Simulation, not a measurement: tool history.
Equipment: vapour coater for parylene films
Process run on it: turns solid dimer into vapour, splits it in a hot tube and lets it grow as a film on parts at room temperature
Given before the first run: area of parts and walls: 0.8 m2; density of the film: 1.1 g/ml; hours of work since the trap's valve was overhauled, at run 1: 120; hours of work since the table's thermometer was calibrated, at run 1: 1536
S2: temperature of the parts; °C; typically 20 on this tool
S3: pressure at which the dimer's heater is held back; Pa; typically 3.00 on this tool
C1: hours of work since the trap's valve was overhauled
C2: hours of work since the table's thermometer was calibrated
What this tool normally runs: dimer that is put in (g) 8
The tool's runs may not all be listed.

{"run": 1, "day": 0.0, "dimer that is put in (g)": 8, "S2": 20, "S3": 3.0, "C1": 120, "C2": 1536, "thickness of the film (µm)": 5.47}
{"run": 2, "day": 1.962, "dimer that is put in (g)": 8, "S2": 23, "S3": 3.0, "C1": 159, "C2": 1576, "thickness of the film (µm)": 4.93}
{"run": 3, "day": 3.571, "dimer that is put in (g)": 8, "S2": 20, "S3": 3.0, "C1": 191, "C2": 1608, "thickness of the film (µm)": 5.54}
{"day": 4.783, "done": "table's thermometer calibrated"}
{"day": 5.708, "done": "trap's valve overhauled"}
{"run": 4, "day": 5.879, "dimer that is put in (g)": 8, "S2": 20, "S3": 3.0, "C1": 3, "C2": 19, "thickness of the film (µm)": 5.5}
{"run": 5, "day": 6.933, "dimer that is put in (g)": 8, "S2": 20, "S3": 3.0, "C1": 24, "C2": 40, "thickness of the film (µm)": 5.54}
{"run": 6, "day": 8.171, "dimer that is put in (g)": 8, "S2": 20, "S3": 3.0, "C1": 49, "C2": 65, "thickness of the film (µm)": 5.59}
{"run": 7, "day": 10.038, "dimer that is put in (g)": 8, "S2": 20, "S3": 3.0, "C1": 87, "C2": 102, "thickness of the film (µm)": 5.55}
{"run": 8, "day": 11.404, "dimer that is put in (g)": 8, "S2": 20, "S3": 3.0, "C1": 114, "C2": 129, "thickness of the film (µm)": 5.63}
{"run": 9, "day": 12.929, "dimer that is put in (g)": 8, "S2": 13, "S3": 3.0, "C1": 144, "C2": 160, "thickness of the film (µm)": 7.37}
{"run": 10, "day": 14.204, "dimer that is put in (g)": 8, "S2": 20, "S3": 3.0, "C1": 170, "C2": 185, "thickness of the film (µm)": 5.46}
{"run": 11, "day": 15.271, "dimer that is put in (g)": 8, "S2": 20, "S3": 3.0, "C1": 191, "C2": 207, "thickness of the film (µm)": 5.59}
{"run": 12, "day": 16.817, "dimer that is put in (g)": 6, "S2": 20, "S3": 2.27, "C1": 222, "C2": 237, "thickness of the film (µm)": 4.43}
{"day": 17.429, "done": "trap's valve overhauled"}
{"run": 13, "day": 18.658, "dimer that is put in (g)": 6, "S2": 20, "S3": 2.27, "C1": 25, "C2": 271, "thickness of the film (µm)": 4.4}
{"run": 14, "day": 20.775, "dimer that is put in (g)": 8, "S2": 18, "S3": 2.27, "C1": 67, "C2": 313, "thickness of the film (µm)": 6.48}
{"run": 15, "day": 21.833, "dimer that is put in (g)": 8, "S2": 18, "S3": 2.27, "C1": 88, "C2": 335, "thickness of the film (µm)": 6.39}
{"run": 16, "day": 22.962, "dimer that is put in (g)": 11, "S2": 30, "S3": 4.01, "C1": 111, "C2": 357, "thickness of the film (µm)": 4.76}
{"run": 17, "day": 23.992, "dimer that is put in (g)": 4, "S2": 13, "S3": 6.81, "C1": 131, "C2": 378, "thickness of the film (µm)": 2.99}
{"run": 18, "day": 25.654, "dimer that is put in (g)": 8, "S2": 13, "S3": 3.0, "C1": 165, "C2": 411, "thickness of the film (µm)": 7.27}
{"run": 19, "day": 27.188, "dimer that is put in (g)": 8, "S2": 13, "S3": 3.0, "C1": 195, "C2": 442, "thickness of the film (µm)": 7.34}
{"run": 20, "day": 28.229, "dimer that is put in (g)": 8, "S2": 13, "S3": 3.0, "C1": 216, "C2": 462, "thickness of the film (µm)": 7.31}
{"day": 29.238, "done": "trap's valve overhauled"}
{"run": 21, "day": 30.208, "dimer that is put in (g)": 8, "S2": 20, "S3": 3.0, "C1": 19, "C2": 499, "thickness of the film (µm)": 5.5}
{"run": 22, "day": 31.429, "dimer that is put in (g)": 8, "S2": 20, "S3": 3.0, "C1": 44, "C2": 523, "thickness of the film (µm)": 5.62}

Predict each of these 4 candidate next runs independently; none follows another, all start after run 22:
{"run": "A", "day": 33.571, "dimer that is put in (g)": 8, "S2": 28, "S3": 4.88, "C1": 87, "C2": 566, "thickness of the film (µm)": "?"}
{"run": "B", "day": 33.571, "dimer that is put in (g)": 12, "S2": 13, "S3": 3.0, "C1": 87, "C2": 566, "thickness of the film (µm)": "?"}
{"run": "C", "day": 33.571, "dimer that is put in (g)": 11, "S2": 19, "S3": 2.28, "C1": 87, "C2": 566, "thickness of the film (µm)": "?"}
{"run": "D", "day": 33.571, "dimer that is put in (g)": 8, "S2": 32, "S3": 3.0, "C1": 87, "C2": 566, "thickness of the film (µm)": "?"}

run=A thickness_of_the_film_(µm)=3.56
run=B thickness_of_the_film_(µm)=10.96
run=C thickness_of_the_film_(µm)=8.47
run=D thickness_of_the_film_(µm)=3.41
The same runs, with their run-to-run variation unchanged, on a tool lacking any hidden condition would have given:
run=A thickness_of_the_film_(µm)=3.57
run=B thickness_of_the_film_(µm)=11.00
run=C thickness_of_the_film_(µm)=8.50
run=D thickness_of_the_film_(µm)=3.42
